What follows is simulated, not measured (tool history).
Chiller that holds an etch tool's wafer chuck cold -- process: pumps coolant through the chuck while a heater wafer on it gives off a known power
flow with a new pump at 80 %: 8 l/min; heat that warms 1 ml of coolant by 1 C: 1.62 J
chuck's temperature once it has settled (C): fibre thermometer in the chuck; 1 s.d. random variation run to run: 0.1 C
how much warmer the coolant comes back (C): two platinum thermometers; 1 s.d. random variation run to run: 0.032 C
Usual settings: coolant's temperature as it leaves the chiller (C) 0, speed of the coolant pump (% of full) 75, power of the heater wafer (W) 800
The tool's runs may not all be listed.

run,hour,coolant's temperature as it leaves the chiller (C),speed of the coolant pump (% of full),power of the heater wafer (W),chuck's temperature once it has settled (C),how much warmer the coolant comes back (C)
1,0.0,0,75,800,11.9,4.07
2,52.2,0,75,800,12.0,4.08
3,90.9,0,98,800,9.6,3.03
4,125.1,0,75,610,9.2,3.07
5,177.0,0,75,610,9.3,3.04
6,226.5,0,75,610,9.2,3.14
7,281.2,0,75,610,9.3,3.10
8,336.3,0,75,610,9.1,3.15
9,364.5,0,75,610,9.2,3.11
10,392.6,0,75,610,9.3,3.09
11,425.1,0,70,800,12.9,4.51
12,459.6,0,75,958,14.6,4.85
13,511.5,0,67,800,13.6,4.62
14,549.2,0,67,800,13.4,4.66
15,583.2,0,67,800,13.5,4.66
16,638.6,0,67,800,13.5,4.66
17,686.1,10,67,911,25.4,5.36
18,739.2,-7,75,800,5.4,4.08
19,791.7,-2,61,472,6.7,3.08
20,854.2,-2,61,472,6.7,3.06
21,902.5,-7,75,996,8.5,5.13
22,953.0,-7,75,996,8.4,5.10
23,1012.3,-6,93,996,6.7,4.01
24,1050.9,-6,93,996,6.9,3.98
25,1090.3,-6,93,996,6.9,4.02
26,1122.1,-6,93,996,7.1,4.08
27,1184.7,0,82,800,11.6,3.69
28,1222.8,-4,75,800,8.5,4.11
29,1260.6,0,100,644,7.9,2.40
30,1322.4,0,100,644,8.0,2.42
31,1362.7,0,100,644,7.9,2.48

Per-run results on a tool with no hidden state, each run keeping its own random variation:
Hidden conditions of the tool in this case: heat passed by the chuck's channels, % of clean ones'; flow at a given pump speed, % of a new pump's; coolant's true temperature over the reading, C; drift of the gauge itself on chuck_c, C; drift of the gauge itself on warmer_back_c, C.
run,chuck's temperature once it has settled (C),how much warmer the coolant comes back (C)
1,10.8,4.01
2,10.9,4.01
3,8.7,2.98
4,8.3,3.01
5,8.4,2.98
6,8.3,3.08
7,8.3,3.04
8,8.2,3.08
9,8.3,3.04
10,8.4,3.02
11,11.5,4.41
12,13.1,4.74
13,12.2,4.52
14,11.9,4.55
15,12.1,4.55
16,12.0,4.55
17,23.7,5.23
18,4.0,3.97
19,5.8,3.00
20,5.7,2.98
21,6.7,4.99
22,6.6,4.96
23,5.1,3.89
24,5.4,3.86
25,5.3,3.90
26,5.5,3.96
27,10.2,3.58
28,6.9,3.98
29,6.9,2.32
30,6.9,2.34
31,6.9,2.40
